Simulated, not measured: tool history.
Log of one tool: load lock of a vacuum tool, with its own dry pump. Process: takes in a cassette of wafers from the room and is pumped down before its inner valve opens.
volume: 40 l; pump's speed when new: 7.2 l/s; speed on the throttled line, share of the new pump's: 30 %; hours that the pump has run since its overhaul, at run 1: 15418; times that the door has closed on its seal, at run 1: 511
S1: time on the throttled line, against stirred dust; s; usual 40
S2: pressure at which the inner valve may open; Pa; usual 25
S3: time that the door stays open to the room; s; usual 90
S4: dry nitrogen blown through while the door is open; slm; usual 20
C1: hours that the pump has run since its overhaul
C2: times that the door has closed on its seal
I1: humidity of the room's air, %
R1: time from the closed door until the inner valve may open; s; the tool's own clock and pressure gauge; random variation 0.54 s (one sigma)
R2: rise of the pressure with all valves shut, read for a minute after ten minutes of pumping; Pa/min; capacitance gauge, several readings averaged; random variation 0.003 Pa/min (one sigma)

run 1 hour=0 | S1=40 S2=25 S3=90 S4=20 | C1=15418 C2=511 | I1=42.2 | R1=81.8 R2=0.039
run 2 hour=71.6 | S1=40 S2=25 S3=90 S4=7 | C1=15490 C2=585 | I1=40.2 | R1=82.7 R2=0.042
run 3 hour=169.8 | S1=40 S2=25 S3=90 S4=20 | C1=15588 C2=687 | I1=45.1 | R1=81 R2=0.037
run 4 hour=215.5 | S1=40 S2=25 S3=90 S4=20 | C1=15634 C2=735 | I1=46.5 | R1=81.8 R2=0.036
run 5 hour=309.2 | S1=40 S2=25 S3=90 S4=20 | C1=15727 C2=832 | I1=44.8 | R1=82.7 R2=0.035
run 6 hour=375.7 | S1=40 S2=25 S3=90 S4=20 | C1=15794 C2=901 | I1=43.6 | R1=81.5 R2=0.034
run 7 hour=428.7 | S1=40 S2=25 S3=90 S4=20 | C1=15847 C2=956 | I1=45 | R1=81.9 R2=0.037
run 8 hour=525.2 | S1=40 S2=25 S3=90 S4=20 | C1=15943 C2=1057 | I1=46.3 | R1=82.7 R2=0.038
run 9 hour=568.9 | S1=40 S2=25 S3=90 S4=8 | C1=15987 C2=1102 | I1=45.3 | R1=81.1 R2=0.058
run 10 hour=615.9 | S1=40 S2=39 S3=33 S4=8 | C1=16034 C2=1151 | I1=45 | R1=79 R2=0.031
run 11 hour=659.9 | S1=40 S2=39 S3=33 S4=8 | C1=16078 C2=1197 | I1=44.7 | R1=79.7 R2=0.037
run 12 hour=710.7 | S1=44 S2=25 S3=82 S4=11 | C1=16129 C2=1250 | I1=44.2 | R1=84 R2=0.051
run 13 hour=766.5 | S1=44 S2=25 S3=224 S4=9 | C1=16185 C2=1308 | I1=47.5 | R1=83.7 R2=0.084
run 14 hour=837.2 | S1=53 S2=25 S3=39 S4=9 | C1=16255 C2=1381 | I1=43.6 | R1=89.3 R2=0.034
run 15 hour=914.4 | S1=74 S2=21 S3=74 S4=38 | C1=16333 C2=1461 | I1=44.3 | R1=104.9 R2=0.025
run 16 hour=986.2 | S1=39 S2=25 S3=90 S4=20 | C1=16404 C2=1536 | I1=40.5 | R1=82.6 R2=0.03
run 17 hour=1031 | S1=41 S2=25 S3=90 S4=4 | C1=16449 C2=1582 | I1=41.3 | R1=83.3 R2=0.053
run 18 hour=1115.1 | S1=41 S2=25 S3=90 S4=4 | C1=16533 C2=1670 | I1=45.6 | R1=83.1 R2=0.064

Forecast each of these 5 alternatives for the next run:
run A hour=1157.8 | S1=40 S2=28 S3=83 S4=20 | C1=16576 C2=1714 | I1=42.5 | R1=? R2=?
run B hour=1157.8 | S1=41 S2=25 S3=195 S4=4 | C1=16576 C2=1714 | I1=45 | R1=? R2=?
run C hour=1157.8 | S1=41 S2=50 S3=90 S4=4 | C1=16576 C2=1714 | I1=45.3 | R1=? R2=?
run D hour=1157.8 | S1=58 S2=25 S3=47 S4=20 | C1=16576 C2=1714 | I1=44.5 | R1=? R2=?
run E hour=1157.8 | S1=41 S2=25 S3=90 S4=14 | C1=16576 C2=1714 | I1=46.8 | R1=? R2=?

run=A R1=81.8 R2=0.038
run=B R1=84.1 R2=0.09
run=C R1=78.5 R2=0.062
run=D R1=93.3 R2=0.03
run=E R1=83.4 R2=0.046
Without the tool's hidden state the same runs would have given:
run=A R1=73.8 R2=0.033
run=B R1=76.1 R2=0.085
run=C R1=71.6 R2=0.056
run=D R1=86.6 R2=0.024
run=E R1=75.5 R2=0.04
